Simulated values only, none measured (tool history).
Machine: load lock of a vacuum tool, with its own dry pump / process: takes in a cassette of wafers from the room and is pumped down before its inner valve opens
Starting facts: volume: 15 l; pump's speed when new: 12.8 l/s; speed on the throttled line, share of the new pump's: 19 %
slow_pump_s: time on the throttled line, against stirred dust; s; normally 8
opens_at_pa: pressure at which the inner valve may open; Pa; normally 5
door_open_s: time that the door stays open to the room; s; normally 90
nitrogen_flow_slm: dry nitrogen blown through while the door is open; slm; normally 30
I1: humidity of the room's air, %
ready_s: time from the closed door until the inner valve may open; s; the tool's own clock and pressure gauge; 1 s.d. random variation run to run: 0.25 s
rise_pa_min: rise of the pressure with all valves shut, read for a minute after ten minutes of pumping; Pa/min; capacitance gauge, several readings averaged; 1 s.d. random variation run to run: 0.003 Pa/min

run 1 hour=0 | slow_pump_s=8 opens_at_pa=5 door_open_s=90 nitrogen_flow_slm=30 | I1=44.4 | ready_s=18.3 rise_pa_min=0.355
run 2 hour=86.5 | slow_pump_s=8 opens_at_pa=5 door_open_s=90 nitrogen_flow_slm=30 | I1=44.3 | ready_s=18.5 rise_pa_min=0.366
run 3 hour=157 | slow_pump_s=8 opens_at_pa=5 door_open_s=90 nitrogen_flow_slm=30 | I1=46.5 | ready_s=18.6 rise_pa_min=0.373
run 4 hour=208.2 | slow_pump_s=14 opens_at_pa=5 door_open_s=90 nitrogen_flow_slm=30 | I1=45.5 | ready_s=23.8 rise_pa_min=0.385
run 5 hour=294 | slow_pump_s=5 opens_at_pa=5 door_open_s=90 nitrogen_flow_slm=30 | I1=49.6 | ready_s=16.2 rise_pa_min=0.396
run 6 hour=355 | slow_pump_s=15 opens_at_pa=6 door_open_s=44 nitrogen_flow_slm=5 | I1=42.5 | ready_s=24.1 rise_pa_min=0.413
run 7 hour=436.6 | slow_pump_s=4 opens_at_pa=5 door_open_s=90 nitrogen_flow_slm=30 | I1=45.8 | ready_s=15.7 rise_pa_min=0.404
run 8 hour=514.7 | slow_pump_s=4 opens_at_pa=5 door_open_s=90 nitrogen_flow_slm=30 | I1=45.2 | ready_s=15.8 rise_pa_min=0.411
run 9 hour=622.7 | slow_pump_s=4 opens_at_pa=7 door_open_s=90 nitrogen_flow_slm=6 | I1=42.9 | ready_s=15.2 rise_pa_min=0.464
run 10 hour=671 | slow_pump_s=9 opens_at_pa=5 door_open_s=88 nitrogen_flow_slm=30 | I1=43.3 | ready_s=19.3 rise_pa_min=0.415

Measured minus without-hidden-state, run by run (identical run-to-run variation in each term; gauge scatter may differ):
Hidden conditions of the tool in this case: pump's speed, % of a new pump's; leak at the door's seal, Pa l/s; drift of the gauge itself on ready_s, %; drift of the gauge itself on rise_pa_min, %.
run=1 ready_s=+0.4 rise_pa_min=+0.299
run=2 ready_s=+0.3 rise_pa_min=+0.31
run=3 ready_s=+0.4 rise_pa_min=+0.316
run=4 ready_s=+0.3 rise_pa_min=+0.327
run=5 ready_s=+0.4 rise_pa_min=+0.331
run=6 ready_s=+0.3 rise_pa_min=+0.338
run=7 ready_s=+0.4 rise_pa_min=+0.348
run=8 ready_s=+0.4 rise_pa_min=+0.354
run=9 ready_s=+0.4 rise_pa_min=+0.371
run=10 ready_s=+0.4 rise_pa_min=+0.365

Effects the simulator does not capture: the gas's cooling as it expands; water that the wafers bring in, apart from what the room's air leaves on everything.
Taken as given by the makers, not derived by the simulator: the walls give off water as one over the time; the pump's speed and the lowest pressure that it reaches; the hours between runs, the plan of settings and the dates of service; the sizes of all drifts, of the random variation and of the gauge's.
